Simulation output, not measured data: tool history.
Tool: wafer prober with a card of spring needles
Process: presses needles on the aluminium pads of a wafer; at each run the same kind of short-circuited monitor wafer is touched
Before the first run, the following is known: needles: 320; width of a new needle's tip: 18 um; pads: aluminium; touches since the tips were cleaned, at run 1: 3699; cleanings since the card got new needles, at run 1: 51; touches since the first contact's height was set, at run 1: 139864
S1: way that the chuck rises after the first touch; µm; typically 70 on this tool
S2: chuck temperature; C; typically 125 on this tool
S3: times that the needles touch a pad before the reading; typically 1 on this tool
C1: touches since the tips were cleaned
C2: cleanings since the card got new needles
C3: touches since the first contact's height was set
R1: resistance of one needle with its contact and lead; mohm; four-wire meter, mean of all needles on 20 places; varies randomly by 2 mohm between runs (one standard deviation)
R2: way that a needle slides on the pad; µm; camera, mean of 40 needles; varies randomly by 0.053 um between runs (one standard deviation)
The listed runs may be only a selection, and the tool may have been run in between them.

| run | day | S1 | S2 | S3 | C1 | C2 | C3 | R1 | R2 |
|---|---|---|---|---|---|---|---|---|---|
| 1 | 0 | 70 | 125 | 1 | 3699 | 51 | 139864 | 211 | 18.35 |
|  | 0.371 | tips cleaned on abrasive film |
|  | 1.171 | tips cleaned on abrasive film |
| 2 | 1.562 | 70 | 125 | 1 | 2960 | 53 | 151657 | 214 | 18.28 |
|  | 1.992 | tips cleaned on abrasive film |
| 3 | 2.642 | 70 | 125 | 1 | 4952 | 54 | 159836 | 213 | 18.24 |
|  | 2.817 | tips cleaned on abrasive film |
|  | 3.583 | tips cleaned on abrasive film |
| 4 | 3.992 | 70 | 125 | 1 | 3101 | 56 | 170007 | 212 | 18.24 |
|  | 4.429 | tips cleaned on abrasive film |
|  | 5.188 | tips cleaned on abrasive film |
| 5 | 5.425 | 70 | 125 | 1 | 1786 | 58 | 180823 | 214 | 18.27 |
|  | 6.058 | tips cleaned on abrasive film |
|  | 6.917 | tips cleaned on abrasive film |
| 6 | 7.412 | 70 | 125 | 1 | 3754 | 60 | 195851 | 209 | 18.22 |
|  | 7.771 | tips cleaned on abrasive film |
| 7 | 8.5 | 70 | 125 | 2 | 5530 | 61 | 204061 | 213 | 18.29 |
|  | 8.612 | tips cleaned on abrasive film |
|  | 9.438 | tips cleaned on abrasive film |
|  | 9.775 | height of the first contact set anew |
|  | 10.233 | tips cleaned on abrasive film |
| 8 | 10.233 | 70 | 125 | 2 | 0 | 64 | 3467 | 211 | 18.24 |
|  | 11.025 | tips cleaned on abrasive film |
|  | 11.821 | tips cleaned on abrasive film |
| 9 | 12.283 | 70 | 125 | 2 | 3506 | 66 | 18957 | 214 | 18.27 |
|  | 12.621 | tips cleaned on abrasive film |
|  | 13.375 | tips cleaned on abrasive film |
| 10 | 13.525 | 70 | 125 | 2 | 1140 | 68 | 28322 | 212 | 18.18 |
|  | 14.233 | tips cleaned on abrasive film |
| 11 | 14.638 | 70 | 125 | 1 | 3083 | 69 | 36741 | 215 | 18.33 |
|  | 15.012 | tips cleaned on abrasive film |
|  | 15.85 | tips cleaned on abrasive film |
| 12 | 16.296 | 70 | 125 | 1 | 3379 | 71 | 49250 | 213 | 18.3 |
|  | 16.65 | tips cleaned on abrasive film |
|  | 17.546 | tips cleaned on abrasive film |
| 13 | 18.208 | 70 | 125 | 1 | 5033 | 73 | 63695 | 211 | 18.26 |
|  | 18.396 | tips cleaned on abrasive film |
|  | 19.267 | tips cleaned on abrasive film |
|  | 20.192 | tips cleaned on abrasive film |
| 14 | 20.438 | 70 | 125 | 1 | 1844 | 76 | 80519 | 212 | 18.29 |
|  | 21.012 | tips cleaned on abrasive film |
|  | 21.858 | tips cleaned on abrasive film |
| 15 | 21.858 | 70 | 125 | 1 | 0 | 78 | 91246 | 214 | 18.17 |
|  | 22.612 | tips cleaned on abrasive film |
| 16 | 22.854 | 50 | 125 | 2 | 1856 | 79 | 98796 | 222 | 13.11 |
|  | 23.508 | tips cleaned on abrasive film |
|  | 24.367 | tips cleaned on abrasive film |
| 17 | 24.725 | 73 | 26 | 2 | 2729 | 81 | 112936 | 188 | 19.02 |
|  | 25.15 | tips cleaned on abrasive film |
|  | 26.046 | tips cleaned on abrasive film |
| 18 | 26.171 | 73 | 26 | 2 | 964 | 83 | 123848 | 188 | 19.03 |
|  | 26.8 | tips cleaned on abrasive film |
| 19 | 27.238 | 73 | 26 | 2 | 3301 | 84 | 131888 | 186 | 19.05 |
|  | 27.583 | tips cleaned on abrasive film |
|  | 28.379 | tips cleaned on abrasive film |
| 20 | 28.379 | 70 | 107 | 1 | 0 | 86 | 140491 | 206 | 18.22 |
|  | 29.292 | tips cleaned on abrasive film |
| 21 | 29.821 | 62 | 55 | 2 | 4004 | 87 | 151403 | 198 | 16.14 |
|  | 30.038 | tips cleaned on abrasive film |
| 22 | 30.75 | 70 | 125 | 2 | 5437 | 88 | 158454 | 209 | 18.38 |
|  | 30.921 | tips cleaned on abrasive film |
|  | 31.829 | tips cleaned on abrasive film |
| 23 | 31.95 | 70 | 125 | 2 | 917 | 90 | 167487 | 214 | 18.31 |
|  | 32.625 | tips cleaned on abrasive film |
| 24 | 33.129 | 70 | 125 | 2 | 3814 | 91 | 176395 | 216 | 18.2 |
|  | 33.546 | tips cleaned on abrasive film |
| 25 | 34.071 | 70 | 125 | 2 | 3995 | 92 | 183525 | 212 | 18.27 |
|  | 34.362 | tips cleaned on abrasive film |
|  | 35.217 | tips cleaned on abrasive film |
|  | 36.042 | tips cleaned on abrasive film |
| 26 | 36.042 | 67 | 125 | 1 | 0 | 95 | 198404 | 211 | 17.45 |
|  | 36.896 | tips cleaned on abrasive film |
| 27 | 37.558 | 67 | 125 | 1 | 5018 | 96 | 209860 | 213 | 17.43 |
|  | 37.712 | tips cleaned on abrasive film |
|  | 38.175 | height of the first contact set anew |
|  | 38.533 | tips cleaned on abrasive film |
|  | 39.404 | tips cleaned on abrasive film |
| 28 | 39.442 | 63 | 125 | 1 | 271 | 99 | 9536 | 212 | 16.46 |
|  | 40.204 | tips cleaned on abrasive film |
| 29 | 40.558 | 54 | 70 | 1 | 2697 | 100 | 17983 | 206 | 14.1 |

3 options for the next run, each taken on its own from the tool as it stands now. Forecast them:
|  | 41.021 | tips cleaned on abrasive film |
|  | 41.842 | tips cleaned on abrasive film |
| A | 41.958 | 54 | 69 | 3 | 878 | 102 | 28549 | ? | ? |
|  | 41.021 | tips cleaned on abrasive film |
|  | 41.842 | tips cleaned on abrasive film |
| B | 41.958 | 62 | 85 | 1 | 878 | 102 | 28549 | ? | ? |
|  | 41.021 | tips cleaned on abrasive film |
|  | 41.842 | tips cleaned on abrasive film |
| C | 41.958 | 70 | 44 | 1 | 878 | 102 | 28549 | ? | ? |

| run | R1 | R2 |
|---|---|---|
| A | 205 | 14.12 |
| B | 209 | 16.12 |
| C | 196 | 18.28 |
The same runs, with their run-to-run variation unchanged, on a tool lacking any hidden condition would have given:
| run | R1 | R2 |
|---|---|---|
| A | 205 | 14.12 |
| B | 209 | 16.12 |
| C | 196 | 18.28 |

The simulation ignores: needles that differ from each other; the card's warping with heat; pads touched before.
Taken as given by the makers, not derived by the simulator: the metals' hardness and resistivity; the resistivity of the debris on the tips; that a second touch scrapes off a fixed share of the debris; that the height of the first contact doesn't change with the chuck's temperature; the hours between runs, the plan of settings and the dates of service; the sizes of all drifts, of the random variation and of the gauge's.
